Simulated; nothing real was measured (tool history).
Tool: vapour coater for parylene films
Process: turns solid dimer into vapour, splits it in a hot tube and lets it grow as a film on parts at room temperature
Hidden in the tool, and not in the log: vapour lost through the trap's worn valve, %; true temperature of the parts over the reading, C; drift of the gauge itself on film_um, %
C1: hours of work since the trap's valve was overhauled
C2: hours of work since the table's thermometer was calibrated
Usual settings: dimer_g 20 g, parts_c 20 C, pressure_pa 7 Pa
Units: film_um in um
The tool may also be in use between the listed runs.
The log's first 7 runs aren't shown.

{"run": 8, "hour": 83.3, "dimer_g": 12, "parts_c": 20, "pressure_pa": 7, "C1": 131, "C2": 380, "film_um": 2.53}
{"run": 9, "hour": 95.7, "dimer_g": 12, "parts_c": 20, "pressure_pa": 7, "C1": 141, "C2": 390, "film_um": 2.51}
{"run": 10, "hour": 103.7, "dimer_g": 20, "parts_c": 20, "pressure_pa": 2.01, "C1": 147, "C2": 397, "film_um": 5.39}
{"run": 11, "hour": 122.2, "dimer_g": 20, "parts_c": 20, "pressure_pa": 2.01, "C1": 162, "C2": 412, "film_um": 5.32}
{"run": 12, "hour": 136.7, "dimer_g": 19, "parts_c": 20, "pressure_pa": 2.01, "C1": 174, "C2": 424, "film_um": 5.09}
{"run": 13, "hour": 144.6, "dimer_g": 19, "parts_c": 20, "pressure_pa": 2.01, "C1": 181, "C2": 430, "film_um": 5.04}
{"run": 14, "hour": 160.9, "dimer_g": 20, "parts_c": 20, "pressure_pa": 9.52, "C1": 194, "C2": 443, "film_um": 3.92}
{"run": 15, "hour": 176.2, "dimer_g": 20, "parts_c": 20, "pressure_pa": 9.52, "C1": 206, "C2": 456, "film_um": 3.92}
{"run": 16, "hour": 194.4, "dimer_g": 20, "parts_c": 20, "pressure_pa": 9.52, "C1": 221, "C2": 470, "film_um": 3.88}
{"run": 17, "hour": 211.9, "dimer_g": 20, "parts_c": 20, "pressure_pa": 9.52, "C1": 235, "C2": 485, "film_um": 3.92}
{"run": 18, "hour": 227.7, "dimer_g": 20, "parts_c": 20, "pressure_pa": 9.52, "C1": 248, "C2": 497, "film_um": 3.84}
{"hour": 232.9, "done": "trap's valve overhauled"}
{"run": 19, "hour": 241.8, "dimer_g": 29, "parts_c": 16, "pressure_pa": 7.75, "C1": 7, "C2": 506, "film_um": 6.61}
{"run": 20, "hour": 260.0, "dimer_g": 12, "parts_c": 18, "pressure_pa": 2.22, "C1": 22, "C2": 520, "film_um": 3.2}
{"run": 21, "hour": 269.5, "dimer_g": 12, "parts_c": 18, "pressure_pa": 2.22, "C1": 30, "C2": 528, "film_um": 3.23}
{"run": 22, "hour": 288.0, "dimer_g": 15, "parts_c": 20, "pressure_pa": 7, "C1": 45, "C2": 543, "film_um": 2.98}
{"run": 23, "hour": 298.7, "dimer_g": 19, "parts_c": 20, "pressure_pa": 3.75, "C1": 53, "C2": 552, "film_um": 4.2}
{"run": 24, "hour": 308.7, "dimer_g": 19, "parts_c": 20, "pressure_pa": 3.75, "C1": 61, "C2": 560, "film_um": 4.15}
{"run": 25, "hour": 322.6, "dimer_g": 19, "parts_c": 20, "pressure_pa": 3.75, "C1": 73, "C2": 571, "film_um": 4.19}
{"hour": 344.0, "done": "trap's valve overhauled, once more"}
{"run": 26, "hour": 344.0, "dimer_g": 19, "parts_c": 21, "pressure_pa": 8.02, "C1": 0, "C2": 585, "film_um": 3.86}
{"run": 27, "hour": 357.5, "dimer_g": 19, "parts_c": 29, "pressure_pa": 2.49, "C1": 11, "C2": 596, "film_um": 3.35}
{"run": 28, "hour": 371.7, "dimer_g": 19, "parts_c": 29, "pressure_pa": 2.49, "C1": 22, "C2": 608, "film_um": 3.39}
{"run": 29, "hour": 387.3, "dimer_g": 33, "parts_c": 29, "pressure_pa": 2.37, "C1": 35, "C2": 620, "film_um": 5.85}
{"run": 30, "hour": 399.5, "dimer_g": 33, "parts_c": 29, "pressure_pa": 2.37, "C1": 45, "C2": 630, "film_um": 5.87}
{"run": 31, "hour": 411.0, "dimer_g": 33, "parts_c": 29, "pressure_pa": 2.37, "C1": 54, "C2": 640, "film_um": 5.86}
{"run": 32, "hour": 423.1, "dimer_g": 32, "parts_c": 29, "pressure_pa": 2.37, "C1": 64, "C2": 649, "film_um": 5.72}

3 ways to go on from here, each from the tool as it stands after run 32. What would each give?
{"run": "A", "hour": 438.8, "dimer_g": 25, "parts_c": 27, "pressure_pa": 2.51, "C1": 77, "C2": 662, "film_um": "?"}
{"run": "B", "hour": 438.8, "dimer_g": 20, "parts_c": 20, "pressure_pa": 7, "C1": 77, "C2": 662, "film_um": "?"}
{"run": "C", "hour": 438.8, "dimer_g": 13, "parts_c": 29, "pressure_pa": 6.49, "C1": 77, "C2": 662, "film_um": "?"}

run=A film_um=4.76
run=B film_um=4.26
run=C film_um=1.86
Without the tool's hidden state the same runs would have given:
run=A film_um=5.06
run=B film_um=4.53
run=C film_um=1.98
